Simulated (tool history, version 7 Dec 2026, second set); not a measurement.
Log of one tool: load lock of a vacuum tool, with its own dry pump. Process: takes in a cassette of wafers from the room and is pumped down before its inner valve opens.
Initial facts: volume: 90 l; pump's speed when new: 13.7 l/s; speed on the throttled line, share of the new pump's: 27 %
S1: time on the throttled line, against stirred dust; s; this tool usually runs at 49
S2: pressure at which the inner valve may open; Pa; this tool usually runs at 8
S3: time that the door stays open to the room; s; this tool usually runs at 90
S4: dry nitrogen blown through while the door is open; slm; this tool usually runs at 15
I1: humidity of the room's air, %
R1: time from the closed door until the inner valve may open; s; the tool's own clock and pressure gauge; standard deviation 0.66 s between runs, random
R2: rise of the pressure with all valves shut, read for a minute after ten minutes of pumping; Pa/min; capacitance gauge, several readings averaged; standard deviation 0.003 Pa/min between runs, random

run,hour,S1,S2,S3,S4,I1,R1,R2
1,0,49,8,90,15,44.5,102.9,0.044
2,109,49,8,90,15,42.3,103.6,0.043
3,229.5,26,8,90,15,41.6,86.3,0.051
4,314.3,49,14,90,15,45.9,98.7,0.048
5,516.4,49,14,90,15,47.2,98.5,0.045
6,688,49,14,90,15,42.8,98.8,0.055
7,847.2,49,8,90,5,45.5,103.5,0.068
8,988.4,49,16,90,5,44.3,99.2,0.072
9,1075.9,49,16,90,5,49.1,98,0.081
10,1257.5,49,16,90,5,44,98.1,0.073
11,1388.9,49,16,90,5,43.6,98.1,0.081
12,1575.9,74,8,90,15,46.5,120.1,0.078
13,1665.6,44,8,90,15,47.3,100.3,0.078
14,1829.2,49,6,90,15,48.9,107,0.091
15,1983.6,49,6,90,15,45.7,106.4,0.084
16,2104.2,49,6,90,15,44,106.9,0.092
17,2265.4,49,11,90,15,44.5,102.6,0.098
18,2469.3,49,11,90,15,43.6,102.6,0.096
19,2618.3,49,11,90,15,43.8,103.5,0.097
20,2827.7,61,13,29,5,47.2,109.5,0.108
21,3007.7,61,15,29,5,43.8,107.7,0.114
22,3173.3,61,12,179,5,44.5,110,0.135
23,3354.4,61,12,179,5,43.2,110.7,0.15
24,3521.6,49,8,28,15,46.8,105.2,0.123
25,3683.7,49,8,26,15,44.3,105.5,0.122
26,3769.7,28,8,192,15,47.6,91.2,0.158
27,3933.5,81,7,29,15,43.9,129.8,0.135
28,4046.7,77,11,90,15,45,121.5,0.156
29,4182.2,77,11,90,15,44.8,123.9,0.16
30,4339.3,77,11,147,15,43.1,122.9,0.17
31,4516.5,77,11,147,17,49.2,123.2,0.181
32,4629.6,77,11,147,17,38.6,122.9,0.179
33,4763.3,49,8,61,22,41.9,107.6,0.17
34,4937.9,45,8,61,22,43.1,104.2,0.18
35,5101.6,49,8,162,37,43.8,107.6,0.184
36,5258.7,49,8,162,20,44.7,107,0.2

Consider 5 possible next runs. They are alternatives, not a sequence: every one starts from the tool as it was left by run 36. What does each give?
A,5372.3,49,8,155,13,42.3,?,?
B,5372.3,61,8,33,15,47.9,?,?
C,5372.3,38,15,173,20,47.7,?,?
D,5372.3,49,8,34,15,45.6,?,?
E,5372.3,37,7,29,15,43.1,?,?

run,R1,R2
A,107.5,0.216
B,115,0.199
C,95.6,0.214
D,107,0.194
E,100.2,0.189
With the hidden condition removed and each run's random variation left untouched, the same runs would have given:
run,R1,R2
A,98.4,0.043
B,106.5,0.028
C,86.7,0.044
D,97.9,0.023
E,90.3,0.017
